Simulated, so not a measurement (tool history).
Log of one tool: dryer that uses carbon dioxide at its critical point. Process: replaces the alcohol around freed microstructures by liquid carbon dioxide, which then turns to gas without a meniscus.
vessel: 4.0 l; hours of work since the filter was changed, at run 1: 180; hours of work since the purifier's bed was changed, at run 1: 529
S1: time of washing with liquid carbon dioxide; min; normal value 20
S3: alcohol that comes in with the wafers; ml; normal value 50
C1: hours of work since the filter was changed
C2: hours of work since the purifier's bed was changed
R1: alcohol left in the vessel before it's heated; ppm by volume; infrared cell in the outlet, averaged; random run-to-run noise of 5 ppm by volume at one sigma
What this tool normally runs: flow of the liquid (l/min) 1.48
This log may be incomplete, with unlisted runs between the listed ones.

{"run": 1, "hour": 0.0, "S1": 20, "flow of the liquid (l/min)": 1.48, "S3": 50, "C1": 180, "C2": 529, "R1": 170}
{"run": 2, "hour": 27.6, "S1": 20, "flow of the liquid (l/min)": 1.48, "S3": 50, "C1": 197, "C2": 545, "R1": 183}
{"run": 3, "hour": 61.9, "S1": 20, "flow of the liquid (l/min)": 1.48, "S3": 50, "C1": 218, "C2": 566, "R1": 188}
{"run": 4, "hour": 107.3, "S1": 13, "flow of the liquid (l/min)": 1.48, "S3": 50, "C1": 245, "C2": 593, "R1": 540}
{"run": 5, "hour": 150.3, "S1": 13, "flow of the liquid (l/min)": 1.48, "S3": 50, "C1": 271, "C2": 619, "R1": 536}
{"run": 6, "hour": 185.1, "S1": 13, "flow of the liquid (l/min)": 1.48, "S3": 50, "C1": 292, "C2": 641, "R1": 570}
{"run": 7, "hour": 226.8, "S1": 13, "flow of the liquid (l/min)": 1.48, "S3": 50, "C1": 317, "C2": 666, "R1": 607}
{"hour": 232.1, "done": "inlet filter changed"}
{"run": 8, "hour": 272.7, "S1": 13, "flow of the liquid (l/min)": 1.54, "S3": 50, "C1": 25, "C2": 693, "R1": 398}
{"run": 9, "hour": 303.0, "S1": 20, "flow of the liquid (l/min)": 1.48, "S3": 50, "C1": 43, "C2": 711, "R1": 185}
{"run": 10, "hour": 341.1, "S1": 20, "flow of the liquid (l/min)": 1.48, "S3": 50, "C1": 66, "C2": 734, "R1": 206}
{"run": 11, "hour": 373.7, "S1": 13, "flow of the liquid (l/min)": 1.48, "S3": 50, "C1": 86, "C2": 754, "R1": 470}
{"run": 12, "hour": 400.5, "S1": 13, "flow of the liquid (l/min)": 1.48, "S3": 50, "C1": 102, "C2": 770, "R1": 490}
{"run": 13, "hour": 432.2, "S1": 13, "flow of the liquid (l/min)": 1.41, "S3": 50, "C1": 121, "C2": 789, "R1": 556}
{"run": 14, "hour": 454.8, "S1": 13, "flow of the liquid (l/min)": 1.41, "S3": 50, "C1": 135, "C2": 803, "R1": 559}
{"run": 15, "hour": 485.9, "S1": 13, "flow of the liquid (l/min)": 1.41, "S3": 50, "C1": 153, "C2": 822, "R1": 578}
{"run": 16, "hour": 508.8, "S1": 20, "flow of the liquid (l/min)": 1.48, "S3": 50, "C1": 167, "C2": 835, "R1": 242}
{"run": 17, "hour": 548.8, "S1": 28, "flow of the liquid (l/min)": 1.48, "S3": 50, "C1": 191, "C2": 860, "R1": 206}
{"run": 18, "hour": 582.1, "S1": 28, "flow of the liquid (l/min)": 1.48, "S3": 50, "C1": 212, "C2": 880, "R1": 192}
{"run": 19, "hour": 616.2, "S1": 28, "flow of the liquid (l/min)": 1.08, "S3": 50, "C1": 232, "C2": 900, "R1": 254}
{"run": 20, "hour": 652.9, "S1": 28, "flow of the liquid (l/min)": 1.08, "S3": 50, "C1": 254, "C2": 923, "R1": 250}
{"run": 21, "hour": 691.3, "S1": 28, "flow of the liquid (l/min)": 1.08, "S3": 50, "C1": 278, "C2": 946, "R1": 281}
{"run": 22, "hour": 734.3, "S1": 25, "flow of the liquid (l/min)": 1.08, "S3": 50, "C1": 303, "C2": 972, "R1": 327}
{"hour": 761.6, "done": "inlet filter changed"}
{"run": 23, "hour": 769.1, "S1": 25, "flow of the liquid (l/min)": 1.08, "S3": 50, "C1": 5, "C2": 992, "R1": 276}
{"run": 24, "hour": 792.6, "S1": 25, "flow of the liquid (l/min)": 1.08, "S3": 50, "C1": 19, "C2": 1006, "R1": 279}
{"run": 25, "hour": 829.8, "S1": 25, "flow of the liquid (l/min)": 1.08, "S3": 50, "C1": 41, "C2": 1029, "R1": 279}
{"run": 26, "hour": 865.9, "S1": 20, "flow of the liquid (l/min)": 1.18, "S3": 50, "C1": 63, "C2": 1051, "R1": 348}
{"run": 27, "hour": 889.8, "S1": 20, "flow of the liquid (l/min)": 1.18, "S3": 50, "C1": 77, "C2": 1065, "R1": 377}
{"run": 28, "hour": 914.3, "S1": 23, "flow of the liquid (l/min)": 1.3, "S3": 50, "C1": 92, "C2": 1080, "R1": 273}
{"run": 29, "hour": 944.7, "S1": 15, "flow of the liquid (l/min)": 1.53, "S3": 22, "C1": 111, "C2": 1098, "R1": 309}
{"run": 30, "hour": 977.4, "S1": 15, "flow of the liquid (l/min)": 0.99, "S3": 26, "C1": 130, "C2": 1118, "R1": 624}
{"run": 31, "hour": 1023.0, "S1": 12, "flow of the liquid (l/min)": 1.48, "S3": 67, "C1": 158, "C2": 1146, "R1": 851}
{"run": 32, "hour": 1054.0, "S1": 12, "flow of the liquid (l/min)": 1.48, "S3": 67, "C1": 177, "C2": 1164, "R1": 865}
{"run": 33, "hour": 1087.3, "S1": 18, "flow of the liquid (l/min)": 1.51, "S3": 68, "C1": 197, "C2": 1184, "R1": 395}
{"run": 34, "hour": 1133.8, "S1": 12, "flow of the liquid (l/min)": 1.67, "S3": 29, "C1": 225, "C2": 1213, "R1": 475}
{"run": 35, "hour": 1171.2, "S1": 21, "flow of the liquid (l/min)": 1.07, "S3": 105, "C1": 247, "C2": 1235, "R1": 692}
{"run": 36, "hour": 1214.7, "S1": 24, "flow of the liquid (l/min)": 0.9, "S3": 24, "C1": 274, "C2": 1261, "R1": 400}
{"run": 37, "hour": 1256.8, "S1": 24, "flow of the liquid (l/min)": 0.9, "S3": 24, "C1": 299, "C2": 1287, "R1": 416}
{"hour": 1291.0, "done": "inlet filter changed"}
{"hour": 1304.3, "done": "purifier's bed changed"}
{"run": 38, "hour": 1304.3, "S1": 25, "flow of the liquid (l/min)": 1.1, "S3": 21, "C1": 6, "C2": 0, "R1": 27}
{"run": 39, "hour": 1344.8, "S1": 27, "flow of the liquid (l/min)": 1.05, "S3": 63, "C1": 31, "C2": 24, "R1": 50}
{"run": 40, "hour": 1367.0, "S1": 27, "flow of the liquid (l/min)": 1.05, "S3": 63, "C1": 44, "C2": 38, "R1": 64}
{"run": 41, "hour": 1405.4, "S1": 20, "flow of the liquid (l/min)": 1.32, "S3": 50, "C1": 67, "C2": 61, "R1": 85}
{"run": 42, "hour": 1453.9, "S1": 20, "flow of the liquid (l/min)": 1.41, "S3": 26, "C1": 97, "C2": 90, "R1": 48}
{"run": 43, "hour": 1498.3, "S1": 20, "flow of the liquid (l/min)": 1.41, "S3": 26, "C1": 123, "C2": 117, "R1": 62}
{"run": 44, "hour": 1541.1, "S1": 20, "flow of the liquid (l/min)": 1.41, "S3": 26, "C1": 149, "C2": 143, "R1": 74}
{"run": 45, "hour": 1567.1, "S1": 12, "flow of the liquid (l/min)": 1.13, "S3": 46, "C1": 165, "C2": 159, "R1": 914}
{"run": 46, "hour": 1595.9, "S1": 29, "flow of the liquid (l/min)": 2.31, "S3": 38, "C1": 182, "C2": 176, "R1": 52}

Results per run with the tool's hidden condition removed, run-to-run variation unchanged:
Hidden conditions of the tool in this case: flow that reaches the vessel past the clogged filter, %; alcohol in the recycled carbon dioxide, ppm; drift of the gauge itself on alcohol_ppm, %.
run=1 R1=33
run=2 R1=36
run=3 R1=38
run=4 R1=267
run=5 R1=244
run=6 R1=260
run=7 R1=259
run=8 R1=231
run=9 R1=26
run=10 R1=38
run=11 R1=259
run=12 R1=267
run=13 R1=310
run=14 R1=304
run=15 R1=308
run=16 R1=38
run=17 R1=16
run=18 R1=0
run=19 R1=29
run=20 R1=30
run=21 R1=38
run=22 R1=55
run=23 R1=55
run=24 R1=53
run=25 R1=47
run=26 R1=101
run=27 R1=113
run=28 R1=26
run=29 R1=53
run=30 R1=314
run=31 R1=458
run=32 R1=462
run=33 R1=82
run=34 R1=135
run=35 R1=253
run=36 R1=74
run=37 R1=73
run=38 R1=26
run=39 R1=40
run=40 R1=48
run=41 R1=60
run=42 R1=22
run=43 R1=27
run=44 R1=33
run=45 R1=713
run=46 R1=12

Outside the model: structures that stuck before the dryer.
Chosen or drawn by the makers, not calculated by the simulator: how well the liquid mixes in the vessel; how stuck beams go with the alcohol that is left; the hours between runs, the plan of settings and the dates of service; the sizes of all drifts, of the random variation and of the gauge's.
